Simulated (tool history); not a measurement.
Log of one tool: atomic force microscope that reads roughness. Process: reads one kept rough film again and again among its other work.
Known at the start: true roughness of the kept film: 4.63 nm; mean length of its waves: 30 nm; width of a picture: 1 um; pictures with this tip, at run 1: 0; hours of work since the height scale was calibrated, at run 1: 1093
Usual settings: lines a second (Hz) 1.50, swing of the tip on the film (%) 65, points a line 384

| run | hour | lines a second (Hz) | swing of the tip on the film (%) | points a line | pictures with this tip | hours of work since the height scale was calibrated | roughness of the kept film (nm (root mean square)) |
|---|---|---|---|---|---|---|---|
| 1 | 0.0 | 1.50 | 65 | 384 | 0 | 1093 | 3.987 |
| 2 | 24.6 | 1.50 | 65 | 384 | 40 | 1108 | 3.543 |
|  | 71.7 | new tip fitted |
| 3 | 76.5 | 1.50 | 65 | 384 | 8 | 1140 | 3.909 |
| 4 | 128.6 | 1.50 | 65 | 384 | 92 | 1172 | 3.107 |
|  | 142.8 | new tip fitted |
| 5 | 152.4 | 1.50 | 65 | 384 | 15 | 1186 | 3.785 |
| 6 | 188.8 | 1.50 | 65 | 384 | 74 | 1208 | 3.275 |
|  | 214.3 | new tip fitted |
| 7 | 229.9 | 1.50 | 65 | 390 | 26 | 1233 | 3.678 |
|  | 285.3 | new tip fitted |
| 8 | 285.3 | 1.50 | 65 | 390 | 0 | 1267 | 3.983 |
| 9 | 327.8 | 1.50 | 65 | 390 | 69 | 1293 | 3.265 |
|  | 354.9 | new tip fitted |
| 10 | 369.0 | 1.50 | 65 | 384 | 22 | 1318 | 3.746 |
| 11 | 399.7 | 0.71 | 78 | 384 | 72 | 1337 | 3.341 |
|  | 424.5 | new tip fitted |
| 12 | 434.4 | 3.73 | 78 | 384 | 16 | 1358 | 3.248 |
| 13 | 462.0 | 0.53 | 80 | 878 | 60 | 1375 | 3.371 |
|  | 495.1 | new tip fitted |
| 14 | 515.7 | 2.05 | 86 | 852 | 33 | 1408 | 3.236 |
| 15 | 560.4 | 2.05 | 86 | 852 | 105 | 1435 | 2.691 |
|  | 564.7 | new tip fitted |
| 16 | 598.7 | 2.05 | 86 | 852 | 55 | 1458 | 3.047 |
|  | 633.9 | new tip fitted |
| 17 | 652.6 | 2.05 | 86 | 852 | 30 | 1491 | 3.212 |
| 18 | 676.7 | 1.50 | 63 | 392 | 69 | 1506 | 3.238 |
|  | 705.6 | new tip fitted |
| 19 | 707.7 | 2.56 | 65 | 673 | 3 | 1525 | 3.917 |
| 20 | 759.7 | 0.66 | 72 | 719 | 87 | 1557 | 3.201 |

5 ways to go on from here, each from the tool as it stands after run 20. What would each give?
|  | 773.6 | new tip fitted |
| A | 798.1 | 1.50 | 69 | 382 | 39 | 1580 | ? |
|  | 773.6 | new tip fitted |
| B | 798.1 | 0.62 | 72 | 719 | 39 | 1580 | ? |
|  | 773.6 | new tip fitted |
| C | 798.1 | 2.70 | 72 | 719 | 39 | 1580 | ? |
|  | 773.6 | new tip fitted |
| D | 798.1 | 0.73 | 72 | 383 | 39 | 1580 | ? |
|  | 773.6 | new tip fitted |
| E | 798.1 | 1.50 | 65 | 847 | 39 | 1580 | ? |

| run | roughness of the kept film (nm (root mean square)) |
|---|---|
| A | 3.548 |
| B | 3.650 |
| C | 3.369 |
| D | 3.627 |
| E | 3.626 |
Without the tool's hidden state the same runs would have given:
| run | roughness of the kept film (nm (root mean square)) |
|---|---|
| A | 3.959 |
| B | 4.073 |
| C | 3.760 |
| D | 4.046 |
| E | 4.046 |
